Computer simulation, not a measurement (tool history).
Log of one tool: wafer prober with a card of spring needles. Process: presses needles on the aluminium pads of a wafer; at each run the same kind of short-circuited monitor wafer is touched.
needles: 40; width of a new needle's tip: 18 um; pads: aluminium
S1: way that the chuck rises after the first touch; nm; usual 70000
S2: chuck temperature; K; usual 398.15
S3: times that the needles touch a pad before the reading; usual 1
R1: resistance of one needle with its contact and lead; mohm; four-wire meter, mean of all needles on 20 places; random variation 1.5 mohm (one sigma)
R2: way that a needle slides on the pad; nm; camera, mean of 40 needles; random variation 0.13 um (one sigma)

| run | day | S1 | S2 | S3 | R1 | R2 |
|---|---|---|---|---|---|---|
| 1 | 0.000 | 70000 | 398.15 | 1 | 204 | 9000 |
|  | 0.112 | tips cleaned on abrasive film |
|  | 0.292 | tips cleaned on abrasive film |
|  | 0.475 | tips cleaned on abrasive film |
| 2 | 0.554 | 70000 | 398.15 | 1 | 249 | 8950 |
|  | 0.625 | tips cleaned on abrasive film |
|  | 0.808 | tips cleaned on abrasive film |
|  | 0.988 | tips cleaned on abrasive film |
|  | 1.133 | tips cleaned on abrasive film |
| 3 | 1.267 | 70000 | 398.15 | 1 | 275 | 9160 |
|  | 1.304 | tips cleaned on abrasive film |
|  | 1.483 | tips cleaned on abrasive film |
|  | 1.633 | tips cleaned on abrasive film |
|  | 1.712 | height of the first contact set anew |
| 4 | 1.733 | 70000 | 398.15 | 1 | 228 | 10120 |
|  | 1.808 | tips cleaned on abrasive film |
|  | 1.992 | tips cleaned on abrasive film |
| 5 | 2.117 | 70000 | 398.15 | 2 | 212 | 9980 |
|  | 2.158 | tips cleaned on abrasive film |
|  | 2.304 | tips cleaned on abrasive film |
|  | 2.483 | tips cleaned on abrasive film |
|  | 2.671 | tips cleaned on abrasive film |
|  | 2.850 | tips cleaned on abrasive film |
| 6 | 2.879 | 70000 | 398.15 | 2 | 160 | 10030 |
|  | 3.025 | tips cleaned on abrasive film |
|  | 3.208 | tips cleaned on abrasive film |
|  | 3.392 | tips cleaned on abrasive film |
| 7 | 3.517 | 70000 | 398.15 | 2 | 212 | 9920 |
|  | 3.558 | tips cleaned on abrasive film |
|  | 3.742 | tips cleaned on abrasive film |
|  | 3.921 | tips cleaned on abrasive film |
|  | 4.104 | tips cleaned on abrasive film |
| 8 | 4.217 | 75000 | 398.15 | 2 | 203 | 10720 |
|  | 4.254 | tips cleaned on abrasive film |
|  | 4.438 | tips cleaned on abrasive film |
| 9 | 4.554 | 75000 | 398.15 | 2 | 198 | 10620 |
|  | 4.592 | tips cleaned on abrasive film |
|  | 4.771 | tips cleaned on abrasive film |
| 10 | 4.900 | 83000 | 398.15 | 1 | 233 | 11630 |
|  | 4.938 | tips cleaned on abrasive film |
|  | 5.125 | tips cleaned on abrasive film |
|  | 5.308 | tips cleaned on abrasive film |
| 11 | 5.438 | 54000 | 398.15 | 1 | 361 | 7480 |
|  | 5.479 | tips cleaned on abrasive film |
|  | 5.662 | tips cleaned on abrasive film |
|  | 5.846 | tips cleaned on abrasive film |
| 12 | 5.854 | 70000 | 398.15 | 1 | 171 | 9660 |
|  | 6.004 | tips cleaned on abrasive film |
|  | 6.188 | tips cleaned on abrasive film |
| 13 | 6.279 | 70000 | 398.15 | 1 | 250 | 9820 |
|  | 6.358 | tips cleaned on abrasive film |
|  | 6.542 | tips cleaned on abrasive film |
|  | 6.692 | tips cleaned on abrasive film |
| 14 | 6.692 | 70000 | 398.15 | 1 | 154 | 9550 |
|  | 6.871 | tips cleaned on abrasive film |
|  | 7.021 | tips cleaned on abrasive film |
| 15 | 7.100 | 61000 | 324.15 | 2 | 213 | 8420 |
|  | 7.175 | tips cleaned on abrasive film |
|  | 7.354 | tips cleaned on abrasive film |
|  | 7.500 | tips cleaned on abrasive film |
|  | 7.683 | tips cleaned on abrasive film |
| 16 | 7.762 | 61000 | 324.15 | 2 | 228 | 8050 |
|  | 7.842 | tips cleaned on abrasive film |
|  | 7.988 | tips cleaned on abrasive film |
|  | 8.167 | tips cleaned on abrasive film |
| 17 | 8.283 | 78000 | 389.15 | 1 | 254 | 10750 |
|  | 8.321 | tips cleaned on abrasive film |
|  | 8.471 | tips cleaned on abrasive film |
|  | 8.654 | tips cleaned on abrasive film |
|  | 8.833 | tips cleaned on abrasive film |
| 18 | 8.846 | 59000 | 313.15 | 2 | 172 | 7880 |
|  | 8.992 | tips cleaned on abrasive film |
|  | 9.142 | tips cleaned on abrasive film |
|  | 9.325 | tips cleaned on abrasive film |
|  | 9.508 | tips cleaned on abrasive film |
| 19 | 9.579 | 51000 | 327.15 | 3 | 224 | 6580 |
|  | 9.688 | tips cleaned on abrasive film |
|  | 9.867 | tips cleaned on abrasive film |
|  | 10.050 | tips cleaned on abrasive film |
| 20 | 10.188 | 51000 | 327.15 | 3 | 261 | 6440 |
|  | 10.225 | tips cleaned on abrasive film |
|  | 10.375 | tips cleaned on abrasive film |
|  | 10.558 | tips cleaned on abrasive film |
| 21 | 10.675 | 62000 | 308.15 | 3 | 211 | 7910 |
|  | 10.717 | tips cleaned on abrasive film |
|  | 10.892 | tips cleaned on abrasive film |
|  | 11.079 | tips cleaned on abrasive film |
|  | 11.258 | tips cleaned on abrasive film |
| 22 | 11.262 | 67000 | 299.15 | 2 | 146 | 8920 |
|  | 11.412 | tips cleaned on abrasive film |
|  | 11.558 | tips cleaned on abrasive film |
|  | 11.742 | tips cleaned on abrasive film |
|  | 11.929 | tips cleaned on abrasive film |
| 23 | 11.938 | 67000 | 299.15 | 2 | 156 | 8750 |
|  | 12.083 | tips cleaned on abrasive film |
|  | 12.267 | tips cleaned on abrasive film |
|  | 12.450 | tips cleaned on abrasive film |
| 24 | 12.454 | 67000 | 299.15 | 2 | 146 | 8490 |
|  | 12.604 | tips cleaned on abrasive film |
|  | 12.750 | tips cleaned on abrasive film |
|  | 12.925 | tips cleaned on abrasive film |
| 25 | 12.967 | 67000 | 299.15 | 3 | 171 | 8570 |
|  | 13.079 | tips cleaned on abrasive film |
|  | 13.262 | tips cleaned on abrasive film |
|  | 13.446 | tips cleaned on abrasive film |
|  | 13.592 | tips cleaned on abrasive film |
|  | 13.742 | tips cleaned on abrasive film |
| 26 | 13.750 | 56000 | 316.15 | 2 | 182 | 7000 |

The next listed run, before its measurement:
|  | 13.896 | tips cleaned on abrasive film |
|  | 13.979 | height of the first contact set anew |
|  | 14.088 | tips cleaned on abrasive film |
|  | 14.271 | tips cleaned on abrasive film |
|  | 14.442 | tips cleaned on abrasive film |
| 27 | 14.442 | 66000 | 343.15 | 1 | ? | ? |

{"run 27": {"R1": 154, "R2": 9340}}
Without the tool's hidden state the same run would have given R1 131 mohm, R2 9390 nm.

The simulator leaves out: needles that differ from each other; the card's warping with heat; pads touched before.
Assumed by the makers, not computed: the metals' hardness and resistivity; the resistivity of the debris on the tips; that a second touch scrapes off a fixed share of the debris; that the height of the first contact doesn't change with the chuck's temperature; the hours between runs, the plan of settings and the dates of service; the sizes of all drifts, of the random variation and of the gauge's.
